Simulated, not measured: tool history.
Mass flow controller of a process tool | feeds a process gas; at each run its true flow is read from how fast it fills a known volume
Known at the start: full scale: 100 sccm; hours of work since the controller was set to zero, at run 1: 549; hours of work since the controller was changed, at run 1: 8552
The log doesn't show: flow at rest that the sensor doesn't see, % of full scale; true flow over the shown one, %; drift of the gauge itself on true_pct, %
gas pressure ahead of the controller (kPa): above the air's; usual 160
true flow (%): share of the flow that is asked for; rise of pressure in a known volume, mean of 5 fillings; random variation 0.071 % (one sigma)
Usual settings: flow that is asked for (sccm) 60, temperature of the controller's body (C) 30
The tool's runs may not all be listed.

run	hour	flow that is asked for (sccm)	gas pressure ahead of the controller (kPa)	temperature of the controller's body (C)	hours of work since the controller was set to zero	hours of work since the controller was changed	true flow (%)
1	0.0	60	160	30	549	8552	102.73
2	136.7	60	160	30	648	8651	102.81
3	321.9	60	160	30	783	8786	102.80
4	584.9	60	160	30	974	8978	102.89
5	804.1	12	160	30	1134	9137	101.16
6	1036.2	60	247	30	1303	9306	103.33
7	1300.0	60	247	30	1495	9498	103.36
8	1498.3	59	160	30	1639	9643	103.05
# hour 1521.4: controller's zero set anew
9	1775.7	59	170	30	185	9844	103.00
# hour 1949.4: controller exchanged for a calibrated one
10	1964.6	59	170	30	11	11	99.96
11	2212.9	59	170	30	192	192	99.95
12	2365.1	40	191	22	303	303	99.03
13	2499.5	20	160	30	401	401	99.24
14	2759.0	60	195	26	589	589	99.69

Hidden state or all else? Some run-to-run changes of true flow (%), split into what the settings, what came in and random variation would give without the hidden state, and what is left for the hidden state (with any gauge scatter that isn't in both results):
Run 9 -> 10: controller exchanged for a calibrated one. true flow (%) -3.04: hidden state -2.94, all else -0.10.

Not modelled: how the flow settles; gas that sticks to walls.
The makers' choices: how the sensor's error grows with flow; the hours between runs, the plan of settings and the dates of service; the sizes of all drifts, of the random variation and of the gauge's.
